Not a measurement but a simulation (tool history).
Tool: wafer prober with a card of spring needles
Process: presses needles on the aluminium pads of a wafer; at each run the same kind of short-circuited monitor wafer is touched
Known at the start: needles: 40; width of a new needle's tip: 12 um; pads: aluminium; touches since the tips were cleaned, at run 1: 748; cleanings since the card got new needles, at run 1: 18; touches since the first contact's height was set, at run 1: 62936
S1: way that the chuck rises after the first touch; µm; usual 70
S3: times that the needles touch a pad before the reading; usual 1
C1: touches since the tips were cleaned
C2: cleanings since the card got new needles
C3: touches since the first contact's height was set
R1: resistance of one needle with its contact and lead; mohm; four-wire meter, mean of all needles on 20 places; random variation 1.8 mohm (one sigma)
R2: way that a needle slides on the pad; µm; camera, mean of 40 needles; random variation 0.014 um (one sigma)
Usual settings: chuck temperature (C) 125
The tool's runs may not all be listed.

{"run": 1, "day": 0.0, "S1": 70, "chuck temperature (C)": 125, "S3": 1, "C1": 748, "C2": 18, "C3": 62936, "R1": 181, "R2": 9.05}
{"day": 0.192, "done": "tips cleaned on abrasive film"}
{"day": 0.471, "done": "tips cleaned on abrasive film"}
{"run": 2, "day": 0.533, "S1": 70, "chuck temperature (C)": 125, "S3": 2, "C1": 835, "C2": 20, "C3": 69835, "R1": 181, "R2": 9.03}
{"day": 0.738, "done": "tips cleaned on abrasive film"}
{"day": 1.008, "done": "tips cleaned on abrasive film"}
{"day": 1.288, "done": "tips cleaned on abrasive film"}
{"run": 3, "day": 1.35, "S1": 70, "chuck temperature (C)": 125, "S3": 2, "C1": 831, "C2": 23, "C3": 80350, "R1": 183, "R2": 9.02}
{"day": 1.512, "done": "height of the first contact set anew"}
{"day": 1.575, "done": "tips cleaned on abrasive film"}
{"day": 1.838, "done": "tips cleaned on abrasive film"}
{"run": 4, "day": 1.838, "S1": 70, "chuck temperature (C)": 125, "S3": 2, "C1": 0, "C2": 25, "C3": 4142, "R1": 181, "R2": 9.03}
{"day": 2.062, "done": "tips cleaned on abrasive film"}
{"day": 2.342, "done": "tips cleaned on abrasive film"}
{"day": 2.588, "done": "tips cleaned on abrasive film"}
{"run": 5, "day": 2.588, "S1": 70, "chuck temperature (C)": 125, "S3": 2, "C1": 0, "C2": 28, "C3": 13815, "R1": 182, "R2": 9.04}
{"day": 2.858, "done": "tips cleaned on abrasive film"}
{"day": 3.133, "done": "tips cleaned on abrasive film"}
{"run": 6, "day": 3.179, "S1": 70, "chuck temperature (C)": 125, "S3": 2, "C1": 607, "C2": 30, "C3": 21460, "R1": 181, "R2": 9.05}
{"day": 3.404, "done": "tips cleaned on abrasive film"}
{"day": 3.675, "done": "tips cleaned on abrasive film"}
{"run": 7, "day": 3.8, "S1": 70, "chuck temperature (C)": 125, "S3": 2, "C1": 1633, "C2": 32, "C3": 29493, "R1": 185, "R2": 9.06}
{"day": 3.917, "done": "tips cleaned on abrasive film"}
{"day": 4.188, "done": "tips cleaned on abrasive film"}
{"run": 8, "day": 4.254, "S1": 70, "chuck temperature (C)": 125, "S3": 2, "C1": 874, "C2": 34, "C3": 35297, "R1": 180, "R2": 9.06}
{"day": 4.421, "done": "tips cleaned on abrasive film"}
{"day": 4.688, "done": "tips cleaned on abrasive film"}
{"run": 9, "day": 4.788, "S1": 70, "chuck temperature (C)": 125, "S3": 2, "C1": 1281, "C2": 36, "C3": 42192, "R1": 181, "R2": 9.05}
{"day": 4.954, "done": "tips cleaned on abrasive film"}
{"day": 5.233, "done": "tips cleaned on abrasive film"}
{"day": 5.508, "done": "tips cleaned on abrasive film"}
{"day": 5.771, "done": "tips cleaned on abrasive film"}
{"run": 10, "day": 5.783, "S1": 70, "chuck temperature (C)": 29, "S3": 1, "C1": 186, "C2": 40, "C3": 55041, "R1": 160, "R2": 9.06}
{"day": 6.042, "done": "tips cleaned on abrasive film"}
{"day": 6.312, "done": "tips cleaned on abrasive film"}
{"day": 6.579, "done": "tips cleaned on abrasive film"}
{"run": 11, "day": 6.596, "S1": 70, "chuck temperature (C)": 29, "S3": 1, "C1": 212, "C2": 43, "C3": 65499, "R1": 166, "R2": 9.04}
{"day": 6.812, "done": "tips cleaned on abrasive film"}
{"day": 7.092, "done": "tips cleaned on abrasive film"}
{"day": 7.367, "done": "tips cleaned on abrasive film"}
{"run": 12, "day": 7.429, "S1": 70, "chuck temperature (C)": 29, "S3": 1, "C1": 835, "C2": 46, "C3": 76298, "R1": 165, "R2": 9.04}
{"day": 7.592, "done": "tips cleaned on abrasive film"}
{"day": 7.871, "done": "tips cleaned on abrasive film"}
{"day": 7.938, "done": "height of the first contact set anew"}
{"run": 13, "day": 7.967, "S1": 70, "chuck temperature (C)": 29, "S3": 1, "C1": 1133, "C2": 48, "C3": 417, "R1": 165, "R2": 9.04}
{"day": 8.138, "done": "tips cleaned on abrasive film"}
{"day": 8.412, "done": "tips cleaned on abrasive film"}
{"day": 8.638, "done": "tips cleaned on abrasive film"}
{"run": 14, "day": 8.788, "S1": 70, "chuck temperature (C)": 76, "S3": 1, "C1": 1969, "C2": 51, "C3": 10997, "R1": 174, "R2": 9.05}
{"day": 8.9, "done": "tips cleaned on abrasive film"}
{"day": 9.125, "done": "tips cleaned on abrasive film"}
{"day": 9.392, "done": "tips cleaned on abrasive film"}
{"day": 9.658, "done": "tips cleaned on abrasive film"}
{"run": 15, "day": 9.846, "S1": 70, "chuck temperature (C)": 38, "S3": 1, "C1": 2438, "C2": 55, "C3": 24654, "R1": 168, "R2": 9.06}
{"day": 9.904, "done": "tips cleaned on abrasive film"}
{"day": 10.175, "done": "tips cleaned on abrasive film"}
{"day": 10.438, "done": "tips cleaned on abrasive film"}
{"run": 16, "day": 10.629, "S1": 70, "chuck temperature (C)": 38, "S3": 1, "C1": 2520, "C2": 58, "C3": 34764, "R1": 168, "R2": 9.04}
{"day": 10.688, "done": "tips cleaned on abrasive film"}
{"day": 10.912, "done": "tips cleaned on abrasive film"}
{"day": 11.167, "done": "tips cleaned on abrasive film"}
{"run": 17, "day": 11.279, "S1": 70, "chuck temperature (C)": 38, "S3": 1, "C1": 1453, "C2": 61, "C3": 43102, "R1": 164, "R2": 9.06}
{"day": 11.392, "done": "tips cleaned on abrasive film"}
{"day": 11.658, "done": "tips cleaned on abrasive film"}
{"day": 11.929, "done": "tips cleaned on abrasive film"}
{"run": 18, "day": 12.0, "S1": 73, "chuck temperature (C)": 125, "S3": 2, "C1": 898, "C2": 64, "C3": 52394, "R1": 180, "R2": 9.4}
{"day": 12.167, "done": "tips cleaned on abrasive film"}
{"day": 12.429, "done": "tips cleaned on abrasive film"}
{"run": 19, "day": 12.621, "S1": 65, "chuck temperature (C)": 37, "S3": 2, "C1": 2526, "C2": 66, "C3": 60422, "R1": 165, "R2": 8.38}
{"day": 12.679, "done": "tips cleaned on abrasive film"}
{"day": 12.904, "done": "tips cleaned on abrasive film"}
{"day": 13.167, "done": "tips cleaned on abrasive film"}
{"day": 13.396, "done": "tips cleaned on abrasive film"}
{"run": 20, "day": 13.396, "S1": 65, "chuck temperature (C)": 37, "S3": 2, "C1": 0, "C2": 70, "C3": 70385, "R1": 164, "R2": 8.4}
{"day": 13.662, "done": "tips cleaned on abrasive film"}
{"day": 13.888, "done": "tips cleaned on abrasive film"}
{"day": 14.154, "done": "tips cleaned on abrasive film"}
{"run": 21, "day": 14.154, "S1": 65, "chuck temperature (C)": 37, "S3": 2, "C1": 0, "C2": 73, "C3": 80167, "R1": 164, "R2": 8.38}
{"day": 14.333, "done": "height of the first contact set anew"}
{"day": 14.446, "done": "tips cleaned on abrasive film"}
{"day": 14.717, "done": "tips cleaned on abrasive film"}
{"run": 22, "day": 14.808, "S1": 55, "chuck temperature (C)": 64, "S3": 2, "C1": 1196, "C2": 75, "C3": 6111, "R1": 169, "R2": 7.09}
{"day": 14.967, "done": "tips cleaned on abrasive film"}
{"day": 15.238, "done": "tips cleaned on abrasive film"}
{"day": 15.512, "done": "tips cleaned on abrasive film"}
{"run": 23, "day": 15.725, "S1": 55, "chuck temperature (C)": 64, "S3": 2, "C1": 2796, "C2": 78, "C3": 17972, "R1": 172, "R2": 7.11}
{"day": 15.783, "done": "tips cleaned on abrasive film"}
{"day": 16.004, "done": "tips cleaned on abrasive film"}
{"day": 16.275, "done": "tips cleaned on abrasive film"}
{"run": 24, "day": 16.396, "S1": 55, "chuck temperature (C)": 64, "S3": 2, "C1": 1598, "C2": 81, "C3": 26635, "R1": 168, "R2": 7.09}
{"day": 16.508, "done": "tips cleaned on abrasive film"}
{"day": 16.779, "done": "tips cleaned on abrasive film"}
{"day": 17.058, "done": "tips cleaned on abrasive film"}
{"day": 17.338, "done": "tips cleaned on abrasive film"}
{"run": 25, "day": 17.438, "S1": 55, "chuck temperature (C)": 64, "S3": 2, "C1": 1338, "C2": 85, "C3": 40066, "R1": 171, "R2": 7.12}
{"day": 17.604, "done": "tips cleaned on abrasive film"}
{"day": 17.829, "done": "tips cleaned on abrasive film"}
{"day": 18.1, "done": "tips cleaned on abrasive film"}
{"run": 26, "day": 18.204, "S1": 55, "chuck temperature (C)": 64, "S3": 2, "C1": 1316, "C2": 88, "C3": 49917, "R1": 169, "R2": 7.11}
{"day": 18.354, "done": "tips cleaned on abrasive film"}
{"day": 18.629, "done": "tips cleaned on abrasive film"}
{"day": 18.908, "done": "tips cleaned on abrasive film"}
{"day": 19.138, "done": "tips cleaned on abrasive film"}
{"run": 27, "day": 19.138, "S1": 55, "chuck temperature (C)": 64, "S3": 2, "C1": 0, "C2": 92, "C3": 61974, "R1": 173, "R2": 7.09}
{"day": 19.417, "done": "tips cleaned on abrasive film"}
{"day": 19.688, "done": "tips cleaned on abrasive film"}
{"run": 28, "day": 19.758, "S1": 55, "chuck temperature (C)": 64, "S3": 2, "C1": 933, "C2": 94, "C3": 69994, "R1": 171, "R2": 7.11}
{"day": 19.917, "done": "tips cleaned on abrasive film"}
{"day": 20.183, "done": "tips cleaned on abrasive film"}
{"day": 20.458, "done": "tips cleaned on abrasive film"}
{"day": 20.683, "done": "tips cleaned on abrasive film"}
{"day": 20.75, "done": "height of the first contact set anew"}
{"run": 29, "day": 20.771, "S1": 63, "chuck temperature (C)": 64, "S3": 2, "C1": 1007, "C2": 98, "C3": 289, "R1": 170, "R2": 8.13}

3 ways to go on from here, each from the tool as it stands after run 29. What would each give?
{"day": 20.933, "done": "tips cleaned on abrasive film"}
{"day": 21.2, "done": "tips cleaned on abrasive film"}
{"run": "A", "day": 21.375, "S1": 75, "chuck temperature (C)": 64, "S3": 2, "C1": 2282, "C2": 100, "C3": 8094, "R1": "?", "R2": "?"}
{"day": 20.933, "done": "tips cleaned on abrasive film"}
{"day": 21.2, "done": "tips cleaned on abrasive film"}
{"run": "B", "day": 21.375, "S1": 82, "chuck temperature (C)": 64, "S3": 2, "C1": 2282, "C2": 100, "C3": 8094, "R1": "?", "R2": "?"}
{"day": 20.933, "done": "tips cleaned on abrasive film"}
{"day": 21.2, "done": "tips cleaned on abrasive film"}
{"run": "C", "day": 21.375, "S1": 70, "chuck temperature (C)": 125, "S3": 1, "C1": 2282, "C2": 100, "C3": 8094, "R1": "?", "R2": "?"}

run=A R1=166 R2=9.73
run=B R1=173 R2=10.6
run=C R1=181 R2=9.04
Without the tool's hidden state the same runs would have given:
run=A R1=165 R2=9.73
run=B R1=173 R2=10.6
run=C R1=180 R2=9.04
